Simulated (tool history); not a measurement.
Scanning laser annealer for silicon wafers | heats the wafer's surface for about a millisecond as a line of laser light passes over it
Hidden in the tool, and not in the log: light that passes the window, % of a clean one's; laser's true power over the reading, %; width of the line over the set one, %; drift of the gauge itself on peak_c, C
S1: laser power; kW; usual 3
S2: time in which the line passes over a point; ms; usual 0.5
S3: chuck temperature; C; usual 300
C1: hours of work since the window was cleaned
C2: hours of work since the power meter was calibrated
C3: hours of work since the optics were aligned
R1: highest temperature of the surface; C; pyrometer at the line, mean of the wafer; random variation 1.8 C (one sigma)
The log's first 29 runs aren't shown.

run	hour	S1	S2	S3	C1	C2	C3	R1
30	1913.1	3.174	0.611	337	107	1775	939	1146
31	1956	3.174	0.611	337	128	1796	961	1143
32	2013.6	2.941	0.404	297	157	1826	990	895
33	2070.1	2.941	0.494	297	186	1854	1018	954
34	2107.9	2.941	0.494	297	205	1873	1038	952
35	2166.5	2.721	0.382	297	235	1903	1067	823
36	2207.9	3	0.5	263	256	1924	1088	932
37	2277.1	3	0.5	263	291	1959	1123	929
38	2323.8	3.236	0.477	261	314	1983	1147	969
39	2399.8	3.236	0.477	261	353	2021	1185	962
40	2466.2	3.236	0.477	261	386	2055	1219	962
41	2550.8	2.857	0.365	327	429	2097	1262	852

Forecast each of these 3 alternatives for the next run:
A	2604	2.919	0.547	274	456	2124	1289	?
B	2604	2.619	0.471	297	456	2124	1289	?
C	2604	2.844	0.5	321	456	2124	1289	?

run	R1
A	935
B	838
C	932
Without the tool's hidden state the same runs would have given:
run	R1
A	993
B	886
C	987

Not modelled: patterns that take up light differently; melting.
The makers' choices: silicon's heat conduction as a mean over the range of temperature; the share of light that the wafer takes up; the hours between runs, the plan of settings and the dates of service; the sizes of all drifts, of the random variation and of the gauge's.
